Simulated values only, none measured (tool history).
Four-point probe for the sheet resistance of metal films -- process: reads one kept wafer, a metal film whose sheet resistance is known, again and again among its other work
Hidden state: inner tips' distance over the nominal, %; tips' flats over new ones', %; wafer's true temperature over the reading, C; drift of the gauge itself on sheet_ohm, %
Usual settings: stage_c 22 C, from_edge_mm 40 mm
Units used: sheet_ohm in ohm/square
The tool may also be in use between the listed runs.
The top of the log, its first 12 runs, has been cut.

| run | hour | stage_c | from_edge_mm | touches since the probe head was changed | hours of work since the stage's thermometer was calibrated | sheet_ohm |
|---|---|---|---|---|---|---|
| 13 | 163.8 | 28 | 29 | 21092 | 27 | 16.509449 |
| 14 | 174.2 | 28 | 29 | 21628 | 34 | 16.503954 |
| 15 | 187.1 | 28 | 29 | 22297 | 43 | 16.498710 |
| 16 | 195.3 | 28 | 29 | 22719 | 48 | 16.496542 |
| 17 | 211.5 | 28 | 29 | 23554 | 59 | 16.497442 |
|  | 213.3 | stage's thermometer calibrated, once more |
| 18 | 223.1 | 28 | 29 | 24129 | 6 | 16.463491 |
| 19 | 233.2 | 35 | 39 | 24651 | 13 | 16.526400 |
| 20 | 243.6 | 21 | 59 | 25191 | 20 | 16.393283 |
| 21 | 259.0 | 20 | 59 | 25986 | 30 | 16.391774 |
| 22 | 276.5 | 20 | 59 | 26890 | 42 | 16.380393 |
| 23 | 286.6 | 20 | 23 | 27414 | 49 | 16.387874 |
| 24 | 295.2 | 20 | 23 | 27857 | 55 | 16.383952 |
| 25 | 308.6 | 26 | 41 | 28549 | 63 | 16.443718 |
| 26 | 317.6 | 26 | 12 | 29016 | 69 | 16.460221 |
| 27 | 335.3 | 26 | 12 | 29930 | 81 | 16.452422 |
| 28 | 352.0 | 32 | 9 | 30791 | 92 | 16.516031 |

What will run 29 give?
| 29 | 367.2 | 23 | 36 | 31577 | 102 | ? |

{"run 29": {"sheet_ohm": 16.403514}}
Minus the tool's unlogged condition, the same run would have read sheet_ohm 16.456711 ohm/square.
